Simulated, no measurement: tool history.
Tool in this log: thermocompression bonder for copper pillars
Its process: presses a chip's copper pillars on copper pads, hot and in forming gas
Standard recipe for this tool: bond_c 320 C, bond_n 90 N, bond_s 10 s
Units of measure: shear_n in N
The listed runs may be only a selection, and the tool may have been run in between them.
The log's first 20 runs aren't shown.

{"run": 21, "hour": 740.3, "bond_c": 328, "bond_n": 75, "bond_s": 10, "shear_n": 41.0}
{"hour": 773.9, "done": "forming gas filter changed"}
{"run": 22, "hour": 779.4, "bond_c": 303, "bond_n": 90, "bond_s": 18, "shear_n": 43.3}
{"run": 23, "hour": 825.1, "bond_c": 303, "bond_n": 90, "bond_s": 18, "shear_n": 42.0}
{"run": 24, "hour": 870.9, "bond_c": 303, "bond_n": 90, "bond_s": 18, "shear_n": 41.3}
{"hour": 875.0, "done": "force cell calibrated"}
{"run": 25, "hour": 901.4, "bond_c": 317, "bond_n": 106, "bond_s": 20, "shear_n": 55.4}
{"run": 26, "hour": 937.7, "bond_c": 291, "bond_n": 106, "bond_s": 10, "shear_n": 29.7}
{"run": 27, "hour": 985.7, "bond_c": 320, "bond_n": 106, "bond_s": 21, "shear_n": 57.3}
{"hour": 1011.0, "done": "forming gas filter changed"}
{"run": 28, "hour": 1030.7, "bond_c": 320, "bond_n": 60, "bond_s": 5, "shear_n": 25.3}
{"run": 29, "hour": 1054.3, "bond_c": 292, "bond_n": 64, "bond_s": 5, "shear_n": 15.7}
{"hour": 1078.1, "done": "force cell calibrated, once more"}
{"run": 30, "hour": 1094.9, "bond_c": 310, "bond_n": 73, "bond_s": 20, "shear_n": 43.1}
{"run": 31, "hour": 1118.6, "bond_c": 292, "bond_n": 104, "bond_s": 5, "shear_n": 25.5}
{"run": 32, "hour": 1158.6, "bond_c": 320, "bond_n": 90, "bond_s": 18, "shear_n": 52.7}
{"run": 33, "hour": 1206.3, "bond_c": 316, "bond_n": 90, "bond_s": 10, "shear_n": 40.1}
{"hour": 1248.0, "done": "forming gas filter changed"}
{"run": 34, "hour": 1249.9, "bond_c": 316, "bond_n": 90, "bond_s": 10, "shear_n": 40.7}
{"run": 35, "hour": 1297.5, "bond_c": 316, "bond_n": 90, "bond_s": 10, "shear_n": 40.2}

Each row is a separate what-if for the run after 35, all from the same tool condition, not one after another. Results?
{"run": "A", "hour": 1343.8, "bond_c": 338, "bond_n": 121, "bond_s": 10, "shear_n": "?"}
{"run": "B", "hour": 1343.8, "bond_c": 335, "bond_n": 121, "bond_s": 11, "shear_n": "?"}
{"run": "C", "hour": 1343.8, "bond_c": 346, "bond_n": 90, "bond_s": 14, "shear_n": "?"}

run=A shear_n=61.3
run=B shear_n=61.1
run=C shear_n=61.6
Without the tool's unlogged condition, the same runs would have read:
run=A shear_n=64.4
run=B shear_n=64.2
run=C shear_n=64.7
